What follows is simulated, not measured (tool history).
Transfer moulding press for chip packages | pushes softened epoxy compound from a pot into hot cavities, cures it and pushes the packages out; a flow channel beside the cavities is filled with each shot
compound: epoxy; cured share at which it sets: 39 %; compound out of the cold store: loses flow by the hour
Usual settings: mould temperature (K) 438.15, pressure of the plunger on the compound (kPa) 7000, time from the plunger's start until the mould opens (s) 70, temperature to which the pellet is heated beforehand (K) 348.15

run	day	mould temperature (K)	pressure of the plunger on the compound (kPa)	time from the plunger's start until the mould opens (s)	temperature to which the pellet is heated beforehand (K)	incoming compound's hours out of the cold store	length that the compound runs in the flow channel (mm)	greatest force on the pins that push the packages out (N)
1	0	438.15	7000	70	348.15	33.1	897	400
2	0.888	438.15	7000	70	348.15	17.5	942	437
# day 1.912: cavities cleaned with cleaning compound and waxed
3	2.55	438.15	7300	70	348.15	13.1	971	366
4	3.879	438.15	7300	70	348.15	38.3	910	450
# day 4.858: cavities cleaned with cleaning compound and waxed
5	5.192	438.15	7460	70	348.15	38.3	901	306
6	6.712	438.15	7000	70	348.15	40.4	851	438
# day 7.762: cavities cleaned with cleaning compound and waxed
7	7.762	438.15	7000	70	348.15	34.2	866	249
# day 9.692: plunger's sealing rings changed
8	9.717	438.15	7000	70	348.15	19.6	969	444
# day 10.754: cavities cleaned with cleaning compound and waxed
9	10.842	438.15	7000	80	348.15	19.6	962	235
10	11.604	438.15	7680	70	348.15	43.4	944	391
11	13.017	438.15	7000	70	348.15	33.6	908	451
# day 13.638: cavities cleaned with cleaning compound and waxed
12	14.879	438.15	8640	70	348.15	16.3	1052	410
13	15.708	438.15	8640	70	348.15	21.8	1023	443
# day 16.433: cavities cleaned with cleaning compound and waxed
14	17.467	438.15	7000	70	348.15	10	965	405
15	18.683	441.15	8680	70	348.15	12.6	1043	405
# day 19.321: cavities cleaned with cleaning compound and waxed
16	19.742	441.15	8680	66	345.15	36.9	961	303
17	21.175	438.15	7000	77	342.15	29.7	891	402
# day 22.158: cavities cleaned with cleaning compound and waxed
18	23.079	434.15	7180	101	343.15	16.1	959	338
19	24.358	433.15	6200	101	352.15	45.5	822	395
# day 25.05: cavities cleaned with cleaning compound and waxed
# day 25.725: plunger's sealing rings changed
20	26.162	433.15	6200	101	352.15	25	918	326
21	27.821	442.15	8360	101	352.15	9.5	1060	364
# day 28.038: cavities cleaned with cleaning compound and waxed
22	28.833	438.15	7820	70	349.15	31.6	959	367
23	29.871	438.15	7560	70	346.15	14.9	1000	449
# day 30.904: cavities cleaned with cleaning compound and waxed
24	31.775	438.15	7560	70	346.15	38.6	912	379
25	33.138	438.15	7560	70	346.15	40.3	903	462
# day 33.796: cavities cleaned with cleaning compound and waxed
26	34.608	438.15	7000	84	348.15	24.9	908	325
27	36.462	446.15	7000	56	350.15	38.8	846	439

Forecast each of these 3 alternatives for the next run:
# day 36.662: cavities cleaned with cleaning compound and waxed
A	37.904	432.15	5910	56	348.15	30	?	?
# day 36.662: cavities cleaned with cleaning compound and waxed
B	37.904	442.15	7000	64	350.15	10	?	?
# day 36.662: cavities cleaned with cleaning compound and waxed
C	37.904	446.15	6790	56	350.15	33.7	?	?

run	length that the compound runs in the flow channel (mm)	greatest force on the pins that push the packages out (N)
A	845	968
B	926	382
C	820	384
Without the tool's hidden state the same runs would have given:
run	length that the compound runs in the flow channel (mm)	greatest force on the pins that push the packages out (N)
A	891	618
B	976	240
C	865	239
